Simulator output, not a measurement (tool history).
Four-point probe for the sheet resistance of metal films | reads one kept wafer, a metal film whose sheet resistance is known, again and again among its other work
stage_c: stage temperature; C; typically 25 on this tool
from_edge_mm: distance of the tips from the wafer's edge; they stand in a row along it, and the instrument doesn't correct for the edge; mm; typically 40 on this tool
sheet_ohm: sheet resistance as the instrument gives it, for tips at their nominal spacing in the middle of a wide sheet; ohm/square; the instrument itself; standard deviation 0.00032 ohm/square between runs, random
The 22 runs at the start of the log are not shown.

run 23 hour=619.9 | stage_c=31 from_edge_mm=48 | sheet_ohm=1.578418
run 24 hour=658 | stage_c=20 from_edge_mm=16 | sheet_ohm=1.589707
run 25 hour=680 | stage_c=20 from_edge_mm=31 | sheet_ohm=1.58848
run 26 hour=711.1 | stage_c=21 from_edge_mm=6 | sheet_ohm=1.59733
run 27 hour=733.2 | stage_c=24 from_edge_mm=28 | sheet_ohm=1.585492
run 28 hour=771.1 | stage_c=20 from_edge_mm=11 | sheet_ohm=1.591133
run 29 hour=790.9 | stage_c=20 from_edge_mm=11 | sheet_ohm=1.590775
run 30 hour=807.8 | stage_c=30 from_edge_mm=7 | sheet_ohm=1.58584
run 31 hour=825.2 | stage_c=30 from_edge_mm=7 | sheet_ohm=1.585425
run 32 hour=846.1 | stage_c=27 from_edge_mm=20 | sheet_ohm=1.582111
run 33 hour=868.8 | stage_c=27 from_edge_mm=20 | sheet_ohm=1.582753
run 34 hour=885.2 | stage_c=27 from_edge_mm=20 | sheet_ohm=1.582602
run 35 hour=922.2 | stage_c=32 from_edge_mm=10 | sheet_ohm=1.580707
run 36 hour=952.6 | stage_c=32 from_edge_mm=10 | sheet_ohm=1.58022
run 37 hour=978.9 | stage_c=25 from_edge_mm=17 | sheet_ohm=1.584078
run 38 hour=1015 | stage_c=23 from_edge_mm=10 | sheet_ohm=1.588518
run 39 hour=1051.7 | stage_c=21 from_edge_mm=44 | sheet_ohm=1.58679
run 40 hour=1091.3 | stage_c=19 from_edge_mm=3 | sheet_ohm=1.626663
run 41 hour=1128.8 | stage_c=19 from_edge_mm=3 | sheet_ohm=1.626671
run 42 hour=1161.8 | stage_c=23 from_edge_mm=3 | sheet_ohm=1.622366

What if the next run were any one of these 5? Each begins from the tool's condition after run 42:
run A hour=1186.3 | stage_c=23 from_edge_mm=40 | sheet_ohm=?
run B hour=1186.3 | stage_c=25 from_edge_mm=29 | sheet_ohm=?
run C hour=1186.3 | stage_c=22 from_edge_mm=8 | sheet_ohm=?
run D hour=1186.3 | stage_c=31 from_edge_mm=59 | sheet_ohm=?
run E hour=1186.3 | stage_c=23 from_edge_mm=8 | sheet_ohm=?

run=A sheet_ohm=1.584916
run=B sheet_ohm=1.583943
run=C sheet_ohm=1.590839
run=D sheet_ohm=1.578108
run=E sheet_ohm=1.590304
What these runs would have given with no unlogged condition in the tool:
run=A sheet_ohm=1.591375
run=B sheet_ohm=1.590412
run=C sheet_ohm=1.597313
run=D sheet_ohm=1.584594
run=E sheet_ohm=1.596783

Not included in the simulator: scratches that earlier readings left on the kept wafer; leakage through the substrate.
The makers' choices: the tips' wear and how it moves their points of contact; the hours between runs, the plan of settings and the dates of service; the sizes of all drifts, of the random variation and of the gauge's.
